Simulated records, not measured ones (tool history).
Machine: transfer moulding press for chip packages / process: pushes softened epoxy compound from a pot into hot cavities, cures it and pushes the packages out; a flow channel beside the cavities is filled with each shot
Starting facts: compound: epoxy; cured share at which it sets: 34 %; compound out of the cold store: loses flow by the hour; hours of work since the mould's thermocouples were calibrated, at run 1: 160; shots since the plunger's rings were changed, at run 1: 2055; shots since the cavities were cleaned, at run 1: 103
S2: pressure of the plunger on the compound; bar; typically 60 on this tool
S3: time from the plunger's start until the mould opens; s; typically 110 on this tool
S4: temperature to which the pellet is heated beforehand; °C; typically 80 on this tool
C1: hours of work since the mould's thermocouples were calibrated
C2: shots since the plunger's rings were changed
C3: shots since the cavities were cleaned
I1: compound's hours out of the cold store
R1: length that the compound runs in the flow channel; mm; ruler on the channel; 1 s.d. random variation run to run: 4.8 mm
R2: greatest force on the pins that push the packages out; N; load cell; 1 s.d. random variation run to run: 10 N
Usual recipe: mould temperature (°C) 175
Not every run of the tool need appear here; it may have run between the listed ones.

{"run": 1, "day": 0.0, "mould temperature (°C)": 175, "S2": 60, "S3": 110, "S4": 80, "C1": 160, "C2": 2055, "C3": 103, "I1": 29.6, "R1": 808, "R2": 512}
{"run": 2, "day": 0.338, "mould temperature (°C)": 175, "S2": 60, "S3": 110, "S4": 80, "C1": 166, "C2": 2162, "C3": 210, "I1": 47.9, "R1": 730, "R2": 549}
{"run": 3, "day": 0.704, "mould temperature (°C)": 175, "S2": 60, "S3": 110, "S4": 80, "C1": 173, "C2": 2279, "C3": 327, "I1": 22.1, "R1": 851, "R2": 607}
{"run": 4, "day": 0.967, "mould temperature (°C)": 175, "S2": 60, "S3": 109, "S4": 80, "C1": 178, "C2": 2362, "C3": 410, "I1": 10.8, "R1": 905, "R2": 627}
{"run": 5, "day": 1.225, "mould temperature (°C)": 175, "S2": 60, "S3": 109, "S4": 80, "C1": 183, "C2": 2445, "C3": 493, "I1": 9.9, "R1": 903, "R2": 673}
{"day": 1.696, "done": "plunger's sealing rings changed"}
{"run": 6, "day": 1.896, "mould temperature (°C)": 175, "S2": 60, "S3": 109, "S4": 80, "C1": 193, "C2": 63, "C3": 674, "I1": 46.8, "R1": 771, "R2": 686}
{"day": 2.396, "done": "cavities cleaned with cleaning compound and waxed"}
{"run": 7, "day": 2.429, "mould temperature (°C)": 175, "S2": 60, "S3": 109, "S4": 80, "C1": 202, "C2": 213, "C3": 10, "I1": 15.3, "R1": 902, "R2": 501}
{"run": 8, "day": 2.788, "mould temperature (°C)": 177, "S2": 60, "S3": 109, "S4": 80, "C1": 209, "C2": 328, "C3": 125, "I1": 12.8, "R1": 903, "R2": 532}
{"run": 9, "day": 3.188, "mould temperature (°C)": 177, "S2": 60, "S3": 109, "S4": 87, "C1": 216, "C2": 456, "C3": 253, "I1": 34.2, "R1": 806, "R2": 590}
{"run": 10, "day": 3.6, "mould temperature (°C)": 175, "S2": 71.8, "S3": 110, "S4": 80, "C1": 224, "C2": 587, "C3": 384, "I1": 22.6, "R1": 948, "R2": 630}
{"run": 11, "day": 3.917, "mould temperature (°C)": 175, "S2": 66.6, "S3": 110, "S4": 80, "C1": 230, "C2": 689, "C3": 486, "I1": 18.8, "R1": 931, "R2": 674}
{"run": 12, "day": 4.262, "mould temperature (°C)": 175, "S2": 60, "S3": 128, "S4": 80, "C1": 237, "C2": 798, "C3": 595, "I1": 39.9, "R1": 792, "R2": 633}
{"run": 13, "day": 4.767, "mould temperature (°C)": 175, "S2": 60, "S3": 110, "S4": 80, "C1": 246, "C2": 959, "C3": 756, "I1": 15.3, "R1": 902, "R2": 744}
{"day": 4.988, "done": "cavities cleaned with cleaning compound and waxed"}
{"run": 14, "day": 5.412, "mould temperature (°C)": 175, "S2": 60, "S3": 110, "S4": 89, "C1": 257, "C2": 1146, "C3": 136, "I1": 33, "R1": 812, "R2": 559}
{"run": 15, "day": 5.896, "mould temperature (°C)": 174, "S2": 66.1, "S3": 100, "S4": 84, "C1": 266, "C2": 1299, "C3": 289, "I1": 22.5, "R1": 898, "R2": 702}
{"run": 16, "day": 6.442, "mould temperature (°C)": 179, "S2": 60, "S3": 110, "S4": 80, "C1": 276, "C2": 1474, "C3": 464, "I1": 38, "R1": 767, "R2": 614}
{"run": 17, "day": 6.875, "mould temperature (°C)": 175, "S2": 60, "S3": 110, "S4": 77, "C1": 285, "C2": 1613, "C3": 603, "I1": 15.6, "R1": 876, "R2": 707}
{"run": 18, "day": 7.238, "mould temperature (°C)": 175, "S2": 60, "S3": 110, "S4": 74, "C1": 291, "C2": 1728, "C3": 718, "I1": 22.7, "R1": 843, "R2": 736}
{"day": 7.575, "done": "cavities cleaned with cleaning compound and waxed"}
{"run": 19, "day": 7.583, "mould temperature (°C)": 175, "S2": 60, "S3": 110, "S4": 74, "C1": 297, "C2": 1818, "C3": 3, "I1": 10.9, "R1": 900, "R2": 491}
{"run": 20, "day": 8.058, "mould temperature (°C)": 167, "S2": 60, "S3": 110, "S4": 74, "C1": 306, "C2": 1970, "C3": 155, "I1": 44.9, "R1": 777, "R2": 786}
{"run": 21, "day": 8.325, "mould temperature (°C)": 167, "S2": 60, "S3": 137, "S4": 75, "C1": 311, "C2": 2055, "C3": 240, "I1": 43.9, "R1": 777, "R2": 628}
{"run": 22, "day": 8.658, "mould temperature (°C)": 174, "S2": 60, "S3": 125, "S4": 73, "C1": 317, "C2": 2161, "C3": 346, "I1": 40.3, "R1": 769, "R2": 564}
{"run": 23, "day": 8.938, "mould temperature (°C)": 175, "S2": 60, "S3": 131, "S4": 80, "C1": 322, "C2": 2251, "C3": 436, "I1": 32.9, "R1": 791, "R2": 612}
{"run": 24, "day": 9.525, "mould temperature (°C)": 175, "S2": 60, "S3": 99, "S4": 77, "C1": 333, "C2": 2438, "C3": 623, "I1": 39.5, "R1": 765, "R2": 724}
{"day": 10.017, "done": "plunger's sealing rings changed"}
{"run": 25, "day": 10.075, "mould temperature (°C)": 176, "S2": 46.2, "S3": 131, "S4": 89, "C1": 342, "C2": 20, "C3": 766, "I1": 16, "R1": 798, "R2": 666}
{"day": 10.262, "done": "cavities cleaned with cleaning compound and waxed"}
{"run": 26, "day": 10.533, "mould temperature (°C)": 173, "S2": 74, "S3": 114, "S4": 86, "C1": 349, "C2": 145, "C3": 85, "I1": 38.5, "R1": 905, "R2": 536}
{"run": 27, "day": 10.9, "mould temperature (°C)": 175, "S2": 71.7, "S3": 110, "S4": 76, "C1": 356, "C2": 262, "C3": 202, "I1": 38.7, "R1": 887, "R2": 581}
{"run": 28, "day": 11.429, "mould temperature (°C)": 178, "S2": 55.5, "S3": 124, "S4": 75, "C1": 366, "C2": 431, "C3": 371, "I1": 31.4, "R1": 783, "R2": 585}

4 ways to go on from here, each from the tool as it stands after run 28. What would each give?
{"run": "A", "day": 11.721, "mould temperature (°C)": 178, "S2": 55.5, "S3": 118, "S4": 75, "C1": 371, "C2": 524, "C3": 464, "I1": 31.1, "R1": "?", "R2": "?"}
{"run": "B", "day": 11.721, "mould temperature (°C)": 178, "S2": 55.5, "S3": 124, "S4": 81, "C1": 371, "C2": 524, "C3": 464, "I1": 17, "R1": "?", "R2": "?"}
{"run": "C", "day": 11.721, "mould temperature (°C)": 174, "S2": 60, "S3": 123, "S4": 80, "C1": 371, "C2": 524, "C3": 464, "I1": 24.7, "R1": "?", "R2": "?"}
{"run": "D", "day": 11.721, "mould temperature (°C)": 172, "S2": 55.5, "S3": 124, "S4": 87, "C1": 371, "C2": 524, "C3": 464, "I1": 39, "R1": "?", "R2": "?"}

run=A R1=793 R2=594
run=B R1=863 R2=607
run=C R1=869 R2=648
run=D R1=776 R2=635
Without the tool's hidden state the same runs would have given:
run=A R1=801 R2=424
run=B R1=872 R2=432
run=C R1=878 R2=458
run=D R1=784 R2=447
